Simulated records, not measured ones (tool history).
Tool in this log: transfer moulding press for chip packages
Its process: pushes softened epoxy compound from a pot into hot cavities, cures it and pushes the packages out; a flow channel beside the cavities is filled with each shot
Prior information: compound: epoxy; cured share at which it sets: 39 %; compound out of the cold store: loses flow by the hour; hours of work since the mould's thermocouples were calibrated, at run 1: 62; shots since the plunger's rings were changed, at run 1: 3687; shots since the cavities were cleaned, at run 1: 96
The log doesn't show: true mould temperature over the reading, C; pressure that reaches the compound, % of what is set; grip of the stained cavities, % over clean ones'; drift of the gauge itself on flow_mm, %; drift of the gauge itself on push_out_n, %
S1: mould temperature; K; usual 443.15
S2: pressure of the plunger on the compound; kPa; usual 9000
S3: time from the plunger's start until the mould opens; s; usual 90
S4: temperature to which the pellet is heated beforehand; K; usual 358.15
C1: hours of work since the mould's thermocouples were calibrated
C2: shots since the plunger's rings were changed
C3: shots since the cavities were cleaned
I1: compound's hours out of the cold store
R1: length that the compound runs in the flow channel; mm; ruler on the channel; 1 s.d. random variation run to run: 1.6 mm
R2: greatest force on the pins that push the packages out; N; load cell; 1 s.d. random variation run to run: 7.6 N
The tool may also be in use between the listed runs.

run,hour,S1,S2,S3,S4,C1,C2,C3,I1,R1,R2
1,0,443.15,9000,90,358.15,62,3687,96,43.6,651,339
2,35.7,443.15,9000,90,358.15,77,3952,361,12.6,753,364
3,77.2,443.15,9000,90,353.15,94,4262,671,16.8,744,379
# hour 96.4: cavities cleaned with cleaning compound and waxed
# hour 111.8: plunger's sealing rings changed
4,115.3,443.15,9000,90,353.15,107,26,122,32.1,692,374
5,147.9,443.15,9000,90,353.15,121,269,365,11.6,759,383
6,184.9,443.15,9000,90,353.15,136,544,640,18.8,735,381
# hour 206.6: cavities cleaned with cleaning compound and waxed
7,228.5,443.15,9000,90,353.15,153,858,164,42.9,656,349
8,256.8,443.15,9000,90,353.15,164,1069,375,37.4,671,351
9,281.1,443.15,9000,90,353.15,174,1250,556,37.3,670,353
10,309.4,450.15,9000,90,358.15,186,1461,767,27.7,682,288
# hour 313.7: cavities cleaned with cleaning compound and waxed
11,350.8,443.15,9000,90,367.15,202,1757,275,22.5,720,345
12,381.1,443.15,9000,90,358.15,214,1984,502,31.9,692,354
# hour 421.3: cavities cleaned with cleaning compound and waxed
13,421.3,443.15,9000,90,358.15,230,2272,0,37.6,673,345
14,447.7,443.15,9000,90,358.15,241,2468,196,44.3,651,338
15,471.3,442.15,7990,90,352.15,250,2644,372,37.9,634,367
16,495,443.15,9000,78,358.15,260,2820,548,20.9,726,491
17,515,443.15,9000,78,358.15,268,2969,697,30.5,692,476
# hour 528.7: cavities cleaned with cleaning compound and waxed
18,545.1,443.15,8530,90,367.15,280,3183,123,27.2,682,344
19,582.7,443.15,8530,90,367.15,295,3462,402,16.9,716,347
20,606.8,446.15,10650,90,358.15,305,3642,582,28.4,752,318
# hour 636: cavities cleaned with cleaning compound and waxed
21,650.9,446.15,7040,78,358.15,322,3960,112,21.2,634,405
22,677.7,438.15,7040,78,358.15,333,4159,311,13.9,679,700
23,709.5,441.15,10130,116,354.15,346,4396,548,22.1,776,299
# hour 725.7: plunger's sealing rings changed
24,739.1,435.15,9450,116,354.15,357,100,750,8.3,826,379
# hour 748.7: cavities cleaned with cleaning compound and waxed
25,761.1,435.15,9450,116,354.15,365,252,92,35.3,724,335
26,799.1,443.15,9000,90,363.15,381,536,376,41.2,659,343
27,835.1,443.15,9000,90,360.15,395,804,644,23.5,718,352
# hour 858.7: cavities cleaned with cleaning compound and waxed
28,873.5,443.15,9000,90,360.15,410,1078,110,18,736,348

3 ways to go on from here, each from the tool as it stands after run 28. What would each give?
A,905.1,445.15,9000,90,360.15,423,1314,346,16.8,?,?
B,905.1,443.15,8600,90,358.15,423,1314,346,46.8,?,?
C,905.1,447.15,9000,90,360.15,423,1314,346,17.9,?,?

run,R1,R2
A,732,309
B,627,347
C,726,303
Had the tool no hidden state, the same runs would have come out as:
run,R1,R2
A,733,306
B,627,344
C,727,300

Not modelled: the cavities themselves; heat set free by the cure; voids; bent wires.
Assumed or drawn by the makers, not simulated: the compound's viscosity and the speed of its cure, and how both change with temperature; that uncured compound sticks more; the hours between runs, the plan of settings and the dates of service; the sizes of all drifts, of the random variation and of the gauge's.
